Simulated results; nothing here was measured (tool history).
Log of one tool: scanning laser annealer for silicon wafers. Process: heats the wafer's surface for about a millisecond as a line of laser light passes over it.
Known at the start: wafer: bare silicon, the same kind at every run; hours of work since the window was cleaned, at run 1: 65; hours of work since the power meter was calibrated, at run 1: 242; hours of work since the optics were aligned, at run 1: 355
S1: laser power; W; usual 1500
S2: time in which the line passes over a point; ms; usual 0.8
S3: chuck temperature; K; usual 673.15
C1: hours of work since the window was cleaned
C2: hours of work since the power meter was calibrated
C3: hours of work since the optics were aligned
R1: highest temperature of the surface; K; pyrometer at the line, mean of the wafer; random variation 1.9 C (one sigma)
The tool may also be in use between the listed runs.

run 1 hour=0 | S1=1500 S2=0.8 S3=673.15 | C1=65 C2=242 C3=355 | R1=1420.15
run 2 hour=11.6 | S1=1500 S2=0.8 S3=635.15 | C1=74 C2=250 C3=363 | R1=1382.15
run 3 hour=22.5 | S1=1500 S2=0.8 S3=635.15 | C1=82 C2=259 C3=372 | R1=1375.15
run 4 hour=35.5 | S1=1500 S2=0.8 S3=635.15 | C1=92 C2=268 C3=381 | R1=1379.15
run 5 hour=47.8 | S1=1500 S2=0.8 S3=673.15 | C1=101 C2=278 C3=391 | R1=1412.15
run 6 hour=56.2 | S1=1500 S2=0.8 S3=673.15 | C1=107 C2=284 C3=397 | R1=1415.15
run 7 hour=69.3 | S1=1500 S2=0.8 S3=673.15 | C1=117 C2=294 C3=407 | R1=1412.15
run 8 hour=81 | S1=1500 S2=0.8 S3=673.15 | C1=126 C2=302 C3=415 | R1=1410.15
run 9 hour=89.9 | S1=1500 S2=0.8 S3=673.15 | C1=133 C2=309 C3=422 | R1=1407.15
run 10 hour=105.6 | S1=1500 S2=0.8 S3=673.15 | C1=144 C2=321 C3=434 | R1=1409.15
run 11 hour=117 | S1=1500 S2=0.8 S3=673.15 | C1=153 C2=329 C3=442 | R1=1406.15
run 12 hour=131 | S1=1500 S2=0.8 S3=673.15 | C1=163 C2=340 C3=453 | R1=1406.15
run 13 hour=139.5 | S1=1500 S2=0.8 S3=673.15 | C1=170 C2=346 C3=459 | R1=1404.15
run 14 hour=149.3 | S1=1500 S2=0.8 S3=673.15 | C1=177 C2=354 C3=467 | R1=1399.15
run 15 hour=162.6 | S1=1500 S2=0.8 S3=673.15 | C1=187 C2=364 C3=477 | R1=1401.15
-- hour=166 window over the wafer cleaned
run 16 hour=176.3 | S1=1500 S2=0.8 S3=673.15 | C1=8 C2=373 C3=486 | R1=1391.15
run 17 hour=186.3 | S1=1500 S2=0.8 S3=673.15 | C1=15 C2=380 C3=493 | R1=1386.15
run 18 hour=196.6 | S1=1500 S2=0.583 S3=673.15 | C1=23 C2=388 C3=501 | R1=1290.15
-- hour=199.8 window over the wafer cleaned, once more
run 19 hour=206.3 | S1=1500 S2=0.583 S3=673.15 | C1=5 C2=394 C3=507 | R1=1328.15
run 20 hour=220 | S1=1334 S2=0.583 S3=673.15 | C1=15 C2=404 C3=517 | R1=1234.15
run 21 hour=229.2 | S1=1332 S2=0.645 S3=648.15 | C1=22 C2=411 C3=524 | R1=1233.15
run 22 hour=244 | S1=1500 S2=0.8 S3=665.15 | C1=33 C2=422 C3=535 | R1=1419.15
run 23 hour=253 | S1=1559 S2=0.8 S3=708.15 | C1=40 C2=429 C3=542 | R1=1498.15
run 24 hour=266.3 | S1=1547 S2=0.84 S3=673.15 | C1=50 C2=439 C3=552 | R1=1470.15
run 25 hour=280.1 | S1=1547 S2=0.914 S3=652.15 | C1=60 C2=449 C3=562 | R1=1484.15
run 26 hour=292.9 | S1=1547 S2=0.914 S3=652.15 | C1=70 C2=459 C3=572 | R1=1481.15
run 27 hour=305.1 | S1=1547 S2=0.914 S3=671.15 | C1=79 C2=468 C3=581 | R1=1493.15
run 28 hour=319.4 | S1=1500 S2=0.725 S3=699.15 | C1=90 C2=479 C3=592 | R1=1413.15
run 29 hour=331.1 | S1=1414 S2=0.592 S3=640.15 | C1=99 C2=487 C3=600 | R1=1245.15
run 30 hour=345.3 | S1=1604 S2=0.884 S3=640.15 | C1=109 C2=498 C3=611 | R1=1490.15
run 31 hour=353.6 | S1=1604 S2=0.884 S3=640.15 | C1=116 C2=504 C3=617 | R1=1490.15
run 32 hour=361 | S1=1604 S2=0.884 S3=640.15 | C1=121 C2=510 C3=623 | R1=1488.15
run 33 hour=372.8 | S1=1489 S2=0.825 S3=678.15 | C1=130 C2=519 C3=632 | R1=1419.15
run 34 hour=385.5 | S1=1362 S2=0.8 S3=673.15 | C1=140 C2=528 C3=641 | R1=1321.15
run 35 hour=399 | S1=1362 S2=0.8 S3=673.15 | C1=150 C2=538 C3=651 | R1=1320.15
run 36 hour=413.8 | S1=1500 S2=0.735 S3=638.15 | C1=161 C2=550 C3=663 | R1=1348.15
run 37 hour=420.6 | S1=1545 S2=0.657 S3=690.15 | C1=166 C2=555 C3=668 | R1=1389.15
run 38 hour=435.1 | S1=1545 S2=0.657 S3=690.15 | C1=177 C2=566 C3=679 | R1=1389.15
run 39 hour=442.5 | S1=1545 S2=0.657 S3=690.15 | C1=182 C2=571 C3=684 | R1=1391.15

Hidden state or all else? Some run-to-run changes of R1, split into what the settings, what came in and random variation would give without the hidden state, and what is left for the hidden state (with any gauge scatter that isn't in both results):
The hidden state here: light that passes the window, % of a clean one's; laser's true power over the reading, %; width of the line over the set one, %; drift of the gauge itself on peak_c, C.
Run 15 -> 16: window over the wafer cleaned. R1 -10 K: hidden state -15, all else +5.
Run 18 -> 19: window over the wafer cleaned, once more. R1 +38 K: hidden state +38, all else +0.
Run 21 -> 22: S1 1332 -> 1500, S2 0.645 -> 0.8, S3 648.15 -> 665.15. R1 +186 K: hidden state -5, all else +191.
Run 28 -> 29: S1 1500 -> 1414, S2 0.725 -> 0.592, S3 699.15 -> 640.15. R1 -168 K: hidden state +3, all else -171.
Run 29 -> 30: S1 1414 -> 1604, S2 0.592 -> 0.884. R1 +245 K: hidden state -10, all else +255.

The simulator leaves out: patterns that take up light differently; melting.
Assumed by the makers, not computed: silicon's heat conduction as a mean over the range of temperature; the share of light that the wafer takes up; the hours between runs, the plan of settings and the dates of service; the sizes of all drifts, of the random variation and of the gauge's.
